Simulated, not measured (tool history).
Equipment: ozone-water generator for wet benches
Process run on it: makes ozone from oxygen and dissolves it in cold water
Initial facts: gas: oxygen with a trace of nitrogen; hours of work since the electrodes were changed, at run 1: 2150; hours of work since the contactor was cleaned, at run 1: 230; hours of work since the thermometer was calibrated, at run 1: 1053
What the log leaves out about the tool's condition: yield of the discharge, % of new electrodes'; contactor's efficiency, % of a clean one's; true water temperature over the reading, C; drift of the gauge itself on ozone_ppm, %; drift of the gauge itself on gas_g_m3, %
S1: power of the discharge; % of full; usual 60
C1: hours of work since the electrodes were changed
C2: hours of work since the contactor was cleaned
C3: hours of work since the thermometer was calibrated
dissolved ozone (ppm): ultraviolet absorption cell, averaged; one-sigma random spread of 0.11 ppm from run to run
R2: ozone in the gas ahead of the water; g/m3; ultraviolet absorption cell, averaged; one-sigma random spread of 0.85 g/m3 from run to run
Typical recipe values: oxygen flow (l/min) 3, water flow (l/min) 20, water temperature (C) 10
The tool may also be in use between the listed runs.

{"run": 1, "hour": 0.0, "S1": 60, "oxygen flow (l/min)": 3, "water flow (l/min)": 20, "water temperature (C)": 10, "C1": 2150, "C2": 230, "C3": 1053, "dissolved ozone (ppm)": 11.4, "R2": 129}
{"run": 2, "hour": 64.6, "S1": 60, "oxygen flow (l/min)": 3, "water flow (l/min)": 20, "water temperature (C)": 10, "C1": 2212, "C2": 292, "C3": 1115, "dissolved ozone (ppm)": 11.1, "R2": 128.9}
{"run": 3, "hour": 117.0, "S1": 60, "oxygen flow (l/min)": 3, "water flow (l/min)": 20, "water temperature (C)": 10, "C1": 2261, "C2": 342, "C3": 1165, "dissolved ozone (ppm)": 11, "R2": 128.8}
{"run": 4, "hour": 154.7, "S1": 60, "oxygen flow (l/min)": 3, "water flow (l/min)": 20, "water temperature (C)": 10, "C1": 2297, "C2": 377, "C3": 1200, "dissolved ozone (ppm)": 11, "R2": 129.5}
{"run": 5, "hour": 186.8, "S1": 60, "oxygen flow (l/min)": 3, "water flow (l/min)": 20, "water temperature (C)": 10, "C1": 2328, "C2": 408, "C3": 1231, "dissolved ozone (ppm)": 11.1, "R2": 129.1}
{"hour": 195.3, "done": "contactor cleaned"}
{"run": 6, "hour": 261.8, "S1": 60, "oxygen flow (l/min)": 3, "water flow (l/min)": 20, "water temperature (C)": 10, "C1": 2395, "C2": 63, "C3": 1298, "dissolved ozone (ppm)": 11.2, "R2": 128}
{"run": 7, "hour": 298.3, "S1": 60, "oxygen flow (l/min)": 2.95, "water flow (l/min)": 20, "water temperature (C)": 10, "C1": 2430, "C2": 98, "C3": 1333, "dissolved ozone (ppm)": 11.1, "R2": 129}
{"hour": 322.9, "done": "contactor cleaned, once more"}
{"run": 8, "hour": 345.2, "S1": 60, "oxygen flow (l/min)": 2.95, "water flow (l/min)": 20, "water temperature (C)": 10, "C1": 2471, "C2": 21, "C3": 1374, "dissolved ozone (ppm)": 11.2, "R2": 128.4}

The next listed run, before its measurement:
{"run": 9, "hour": 389.3, "S1": 60, "oxygen flow (l/min)": 2.95, "water flow (l/min)": 20, "water temperature (C)": 10, "C1": 2513, "C2": 63, "C3": 1416, "dissolved ozone (ppm)": "?", "R2": "?"}

dissolved ozone (ppm): 11.3
R2: 130.5 g/m3
Take away the tool's hidden state, keep the run-to-run variation as it was, and the same run would have given dissolved ozone (ppm) 12.2, R2 141 g/m3.
